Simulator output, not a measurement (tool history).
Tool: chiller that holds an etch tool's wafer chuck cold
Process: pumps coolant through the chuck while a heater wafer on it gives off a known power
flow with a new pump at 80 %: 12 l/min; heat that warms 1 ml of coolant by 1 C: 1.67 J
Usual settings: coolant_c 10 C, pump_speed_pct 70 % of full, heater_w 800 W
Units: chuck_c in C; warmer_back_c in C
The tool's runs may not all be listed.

run    hour  coolant_c  pump_speed_pct  heater_w  chuck_c  warmer_back_c
  1     0.0         10              70       800     16.1           2.80
  2    85.3         10              70       800     16.0           2.82
  3   135.9         10              70       800     16.0           2.83
  4   213.4         10              70       800     16.0           2.79
  5   274.9         10              74       800     15.6           2.61
  6   360.8         10              74       533     13.8           1.75
  7   410.7         10              74       533     13.7           1.81
  8   503.8         10              74       533     13.7           1.77
  9   595.6         10              74       533     13.9           1.77
 10   658.6          6              74       533     10.0           1.77
 11   728.6         10              83       800     15.2           2.38
 12   802.8         10              76       800     15.4           2.64
 13   882.8         10              76       800     15.5           2.66
 14   977.0         13              76       800     18.6           2.63
 15  1052.7         13              76       800     18.6           2.66
 16  1129.2         13              76       800     18.7           2.68
 17  1196.6          4              75       800      9.6           2.68
 18  1286.1          4              75       800      9.7           2.71
 19  1340.2          4              75       800      9.7           2.71
 20  1383.8          4              75       800      9.6           2.68
 21  1464.6          4              63       800     10.7           3.28
     1549.2  -- gauge calibrated
 22  1556.4         13              61       800     19.9           3.20
 23  1651.5         13              61       800     19.7           3.25

Forecast each of these 4 alternatives for the next run:
  A  1701.6          5              75       989        ?              ?
  B  1701.6         11              70       800        ?              ?
  C  1701.6         13              70       800        ?              ?
  D  1701.6         17              68       480        ?              ?

run  chuck_c  warmer_back_c
  A     12.0           3.23
  B     17.1           2.77
  C     19.1           2.77
  D     20.7           1.70
Without the tool's hidden state the same runs would have given:
run  chuck_c  warmer_back_c
  A     12.0           3.21
  B     17.1           2.75
  C     19.1           2.75
  D     20.7           1.69

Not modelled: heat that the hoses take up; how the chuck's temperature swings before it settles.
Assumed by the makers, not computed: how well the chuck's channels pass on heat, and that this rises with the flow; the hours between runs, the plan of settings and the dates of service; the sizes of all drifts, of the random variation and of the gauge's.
